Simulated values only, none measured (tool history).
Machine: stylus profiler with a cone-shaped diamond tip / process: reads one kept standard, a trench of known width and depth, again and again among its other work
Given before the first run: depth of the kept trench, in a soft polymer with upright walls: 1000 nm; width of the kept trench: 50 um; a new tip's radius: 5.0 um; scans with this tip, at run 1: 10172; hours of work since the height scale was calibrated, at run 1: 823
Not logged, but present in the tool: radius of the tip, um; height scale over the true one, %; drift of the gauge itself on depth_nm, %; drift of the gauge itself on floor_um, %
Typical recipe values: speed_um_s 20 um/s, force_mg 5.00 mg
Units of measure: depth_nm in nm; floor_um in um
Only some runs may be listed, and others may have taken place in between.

run,hour,speed_um_s,force_mg,scans with this tip,hours of work since the height scale was calibrated,depth_nm,floor_um
1,0.0,20,5.00,10172,823,1012.59,43.02
2,82.2,20,5.00,10776,872,1012.43,42.91
3,193.0,20,5.00,11592,938,1012.38,42.88
4,288.3,20,5.00,12293,995,1011.85,42.74
5,401.8,20,5.00,13128,1063,1012.19,42.74
6,458.6,20,5.00,13546,1097,1012.09,42.70
7,546.5,20,5.00,14192,1149,1012.26,42.62
8,615.4,20,5.00,14699,1190,1011.80,42.57
9,720.8,22,5.00,15475,1253,1012.08,42.42
10,841.2,22,2.38,16361,1324,1006.39,42.43
11,962.1,22,2.38,17250,1397,1006.29,42.30
12,1066.5,22,2.38,18019,1459,1006.04,42.18
13,1190.1,11,3.08,18928,1532,1007.72,42.22
14,1264.9,33,1.83,19479,1577,1004.81,42.04
15,1317.6,33,1.83,19866,1608,1004.52,41.94
# hour 1324.3: height scale calibrated on a step standard
16,1380.6,70,2.61,20326,34,1005.28,41.86
17,1455.8,20,6.03,20879,78,1012.37,41.99
18,1554.8,20,1.99,21608,137,1003.79,41.94
19,1661.3,20,1.99,22391,201,1003.67,41.79
20,1739.8,78,1.70,22969,248,1003.41,41.53
21,1795.9,8,1.82,23381,281,1003.86,41.76
22,1861.6,8,1.82,23865,320,1002.69,41.72
23,1971.2,10,2.00,24672,385,1003.81,41.63

Across each entry between runs, compare the hidden state at the last listed run before it with the hidden state at the first listed run after it:
Logged between run 15 and run 16: height scale calibrated on a step standard (hour 1324.3)
  radius of the tip, um: 8.24 -> 8.32; height scale over the true one, %: -0.23 -> -0.337
  measured value less the no-hidden-state value, depth_nm: -2.32 -> -3.40 nm; floor_um: -1.87 -> -1.91 um
